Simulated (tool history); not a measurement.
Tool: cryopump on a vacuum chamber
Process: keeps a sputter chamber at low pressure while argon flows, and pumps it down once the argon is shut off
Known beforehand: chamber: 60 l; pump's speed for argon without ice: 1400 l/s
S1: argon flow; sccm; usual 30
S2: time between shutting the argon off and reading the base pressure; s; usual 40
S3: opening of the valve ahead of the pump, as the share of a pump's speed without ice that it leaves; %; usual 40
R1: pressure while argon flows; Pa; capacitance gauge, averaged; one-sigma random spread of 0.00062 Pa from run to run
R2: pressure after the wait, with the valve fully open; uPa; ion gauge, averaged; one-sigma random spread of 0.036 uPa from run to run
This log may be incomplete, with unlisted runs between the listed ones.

run 1 hour=0 | S1=30 S2=40 S3=40 | R1=0.0925 R2=2.68
run 2 hour=65.3 | S1=30 S2=40 S3=30 | R1=0.1244 R2=2.72
run 3 hour=92.2 | S1=30 S2=40 S3=40 | R1=0.0947 R2=2.67
run 4 hour=122.9 | S1=30 S2=40 S3=40 | R1=0.0938 R2=2.72
run 5 hour=187.6 | S1=30 S2=40 S3=23 | R1=0.1625 R2=2.77
run 6 hour=224.9 | S1=30 S2=53 S3=23 | R1=0.1621 R2=2.28
run 7 hour=272.5 | S1=30 S2=53 S3=23 | R1=0.1613 R2=2.25
run 8 hour=299.1 | S1=30 S2=53 S3=23 | R1=0.1623 R2=2.27
run 9 hour=350.4 | S1=30 S2=53 S3=23 | R1=0.1618 R2=2.37
run 10 hour=397.5 | S1=30 S2=53 S3=23 | R1=0.1624 R2=2.4
run 11 hour=431.1 | S1=27 S2=40 S3=40 | R1=0.0859 R2=2.78
run 12 hour=491.2 | S1=27 S2=40 S3=40 | R1=0.0862 R2=2.88
run 13 hour=534.1 | S1=27 S2=40 S3=40 | R1=0.0874 R2=2.77
run 14 hour=595.1 | S1=30 S2=40 S3=40 | R1=0.0963 R2=2.88
run 15 hour=661 | S1=30 S2=40 S3=40 | R1=0.0975 R2=2.91
run 16 hour=708.3 | S1=30 S2=84 S3=40 | R1=0.0983 R2=1.92
run 17 hour=743.8 | S1=30 S2=84 S3=40 | R1=0.0979 R2=1.99
run 18 hour=802.6 | S1=16 S2=21 S3=40 | R1=0.0528 R2=4.37
run 19 hour=836.1 | S1=16 S2=133 S3=49 | R1=0.0437 R2=1.69
run 20 hour=893.4 | S1=24 S2=132 S3=45 | R1=0.0722 R2=1.76
run 21 hour=939.1 | S1=24 S2=31 S3=45 | R1=0.0721 R2=3.54
run 22 hour=991 | S1=24 S2=31 S3=45 | R1=0.0724 R2=3.49
run 23 hour=1041.4 | S1=27 S2=45 S3=51 | R1=0.0731 R2=2.82
run 24 hour=1100.4 | S1=49 S2=40 S3=40 | R1=0.1668 R2=3.07
run 25 hour=1155.7 | S1=15 S2=31 S3=40 | R1=0.0503 R2=3.63
run 26 hour=1186.6 | S1=42 S2=103 S3=25 | R1=0.218 R2=2.04
run 27 hour=1224.2 | S1=44 S2=40 S3=40 | R1=0.1491 R2=3.07
run 28 hour=1260.5 | S1=44 S2=40 S3=40 | R1=0.1513 R2=3.09
run 29 hour=1305.8 | S1=28 S2=28 S3=17 | R1=0.2108 R2=3.89
run 30 hour=1342.2 | S1=30 S2=40 S3=23 | R1=0.1708 R2=3.14
run 31 hour=1396 | S1=58 S2=40 S3=23 | R1=0.3298 R2=3.14
run 32 hour=1449 | S1=58 S2=177 S3=34 | R1=0.2318 R2=1.9
run 33 hour=1481.2 | S1=55 S2=40 S3=40 | R1=0.1926 R2=3.24

Selected run-to-run steps in R1, each split into two signed amounts: the part the tool would show with no hidden state at all (from settings, incoming material and random variation), and the remainder, which goes to the hidden state together with any gauge scatter not common to the measured and the hidden-state-free results:
What the log doesn't record here: pump's speed, % of a pump's without ice; cold plate's temperature, K; leak into the chamber, uPa l/s; drift of the gauge itself on working_pa, %; drift of the gauge itself on base_upa, %.
Run 24 -> 25: S1 49 -> 15, S2 40 -> 31. R1 -0.1165 Pa: hidden state -0.0122, all else -0.1043.
Run 25 -> 26: S1 15 -> 42, S2 31 -> 103, S3 40 -> 25. R1 +0.1677 Pa: hidden state +0.0106, all else +0.1571.
Run 30 -> 31: S1 30 -> 58. R1 +0.159 Pa: hidden state +0.0133, all else +0.1457.
